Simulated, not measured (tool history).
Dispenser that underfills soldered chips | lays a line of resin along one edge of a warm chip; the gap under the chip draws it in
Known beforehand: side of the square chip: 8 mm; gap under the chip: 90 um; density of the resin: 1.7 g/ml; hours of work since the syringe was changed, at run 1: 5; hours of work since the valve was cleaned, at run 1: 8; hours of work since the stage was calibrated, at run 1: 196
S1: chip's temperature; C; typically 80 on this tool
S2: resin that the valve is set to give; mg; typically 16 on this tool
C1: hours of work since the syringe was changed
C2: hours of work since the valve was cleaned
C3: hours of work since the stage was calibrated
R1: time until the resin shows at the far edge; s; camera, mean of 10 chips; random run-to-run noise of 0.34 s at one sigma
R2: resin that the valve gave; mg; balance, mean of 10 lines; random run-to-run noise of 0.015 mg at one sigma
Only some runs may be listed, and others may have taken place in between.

| run | hour | S1 | S2 | C1 | C2 | C3 | R1 | R2 |
|---|---|---|---|---|---|---|---|---|
| 1 | 0 | 80 | 16 | 5 | 8 | 196 | 24.7 | 16.02 |
| 2 | 4.6 | 80 | 16 | 9 | 11 | 199 | 30.9 | 15.98 |
|  | 5.5 | new syringe of resin |
| 3 | 8.5 | 80 | 15.1 | 2 | 14 | 202 | 20 | 15.07 |
| 4 | 13 | 80 | 15.1 | 5 | 17 | 205 | 25.7 | 15.02 |
| 5 | 16.9 | 80 | 15.6 | 8 | 20 | 208 | 30.5 | 15.56 |
|  | 18.6 | new syringe of resin |
| 6 | 22.1 | 80 | 15.6 | 3 | 23 | 211 | 21.2 | 15.52 |
| 7 | 26.8 | 80 | 16 | 6 | 27 | 215 | 25.9 | 15.93 |
|  | 31.9 | new syringe of resin |
| 8 | 34 | 80 | 16 | 1 | 32 | 220 | 18.8 | 15.88 |
| 9 | 38.7 | 80 | 14.5 | 5 | 35 | 223 | 24.9 | 14.34 |
| 10 | 43.6 | 80 | 14.5 | 8 | 39 | 226 | 30.5 | 14.36 |
|  | 44.9 | new syringe of resin |
| 11 | 47.6 | 80 | 14.5 | 2 | 41 | 229 | 20.1 | 14.36 |
| 12 | 53.5 | 80 | 14.5 | 6 | 46 | 234 | 26.2 | 14.33 |
|  | 57.9 | new syringe of resin |
| 13 | 57.9 | 80 | 14.5 | 0 | 48 | 236 | 17.3 | 14.31 |
|  | 61.2 | dispensing valve cleaned and set on the balance |
| 14 | 64.7 | 80 | 14.5 | 4 | 3 | 241 | 23.1 | 14.48 |
| 15 | 71.1 | 80 | 14.6 | 9 | 7 | 245 | 31.9 | 14.55 |
|  | 71.8 | new syringe of resin |
| 16 | 79.2 | 80 | 14.6 | 5 | 13 | 251 | 25.1 | 14.54 |
|  | 85 | new syringe of resin |
| 17 | 86.5 | 88 | 16.7 | 1 | 18 | 256 | 13.6 | 16.59 |
| 18 | 90.2 | 88 | 14 | 4 | 21 | 259 | 16.9 | 13.9 |
| 19 | 94.3 | 88 | 14 | 7 | 24 | 262 | 19.7 | 13.87 |
|  | 98.2 | new syringe of resin |
| 20 | 102.5 | 88 | 14 | 3 | 29 | 267 | 15.2 | 13.86 |
| 21 | 105.9 | 80 | 20.7 | 6 | 32 | 270 | 25.5 | 20.48 |
|  | 111.5 | new syringe of resin |
| 22 | 112.4 | 80 | 20.7 | 1 | 36 | 274 | 17.9 | 20.44 |
| 23 | 116.9 | 88 | 18.1 | 4 | 39 | 278 | 16.6 | 17.85 |
| 24 | 123.7 | 88 | 18.1 | 9 | 44 | 282 | 23 | 17.83 |
|  | 125 | new syringe of resin |
| 25 | 130.8 | 88 | 18.1 | 4 | 49 | 287 | 16.5 | 17.82 |
|  | 133 | dispensing valve cleaned and set on the balance |
| 26 | 135.1 | 88 | 18.1 | 7 | 2 | 290 | 19.8 | 18.04 |
|  | 138.9 | new syringe of resin |
| 27 | 142.2 | 73 | 17.7 | 2 | 6 | 295 | 27.5 | 17.6 |

Alternative continuations, all from the tool just after run 27; predict every row:
| A | 146.9 | 69 | 16.4 | 6 | 10 | 298 | ? | ? |
| B | 146.9 | 89 | 17.5 | 6 | 10 | 298 | ? | ? |
| C | 146.9 | 80 | 19.1 | 6 | 10 | 298 | ? | ? |
| D | 146.9 | 93 | 16 | 6 | 10 | 298 | ? | ? |

| run | R1 | R2 |
|---|---|---|
| A | 41 | 16.3 |
| B | 18.4 | 17.4 |
| C | 26.2 | 18.99 |
| D | 15.3 | 15.93 |
What these runs would have given with no unlogged condition in the tool:
| run | R1 | R2 |
|---|---|---|
| A | 25.2 | 16.39 |
| B | 11.5 | 17.49 |
| C | 16.3 | 19.09 |
| D | 9.3 | 16.02 |
